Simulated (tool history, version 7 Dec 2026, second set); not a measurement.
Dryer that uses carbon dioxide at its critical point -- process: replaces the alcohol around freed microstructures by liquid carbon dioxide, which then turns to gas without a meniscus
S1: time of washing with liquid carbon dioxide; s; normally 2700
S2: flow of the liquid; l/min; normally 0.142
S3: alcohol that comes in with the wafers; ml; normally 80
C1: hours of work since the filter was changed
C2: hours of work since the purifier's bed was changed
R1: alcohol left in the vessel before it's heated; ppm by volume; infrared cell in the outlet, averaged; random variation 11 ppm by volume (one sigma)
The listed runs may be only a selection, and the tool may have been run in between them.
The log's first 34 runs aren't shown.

run 35 hour=805.6 | S1=3900 S2=0.208 S3=80 | C1=12 C2=803 | R1=43
run 36 hour=836.3 | S1=2880 S2=0.22 S3=89 | C1=27 C2=819 | R1=71
run 37 hour=856.2 | S1=2880 S2=0.22 S3=89 | C1=38 C2=829 | R1=57
run 38 hour=887.5 | S1=1860 S2=0.132 S3=55 | C1=54 C2=845 | R1=2599
run 39 hour=919.4 | S1=2580 S2=0.202 S3=80 | C1=70 C2=862 | R1=152
run 40 hour=951.3 | S1=2580 S2=0.202 S3=80 | C1=86 C2=878 | R1=162
run 41 hour=981.3 | S1=2700 S2=0.121 S3=30 | C1=101 C2=893 | R1=584
run 42 hour=1010.6 | S1=3420 S2=0.121 S3=52 | C1=116 C2=908 | R1=367
run 43 hour=1025.7 | S1=3420 S2=0.121 S3=52 | C1=124 C2=916 | R1=370

Estimate the outcome of run 44 from the log above:
run 44 hour=1044.2 | S1=3120 S2=0.142 S3=116 | C1=133 C2=925 | R1=?

Run 44 came out at R1 546 ppm by volume.
With no hidden state in the tool, this same run would have given R1 429 ppm by volume.

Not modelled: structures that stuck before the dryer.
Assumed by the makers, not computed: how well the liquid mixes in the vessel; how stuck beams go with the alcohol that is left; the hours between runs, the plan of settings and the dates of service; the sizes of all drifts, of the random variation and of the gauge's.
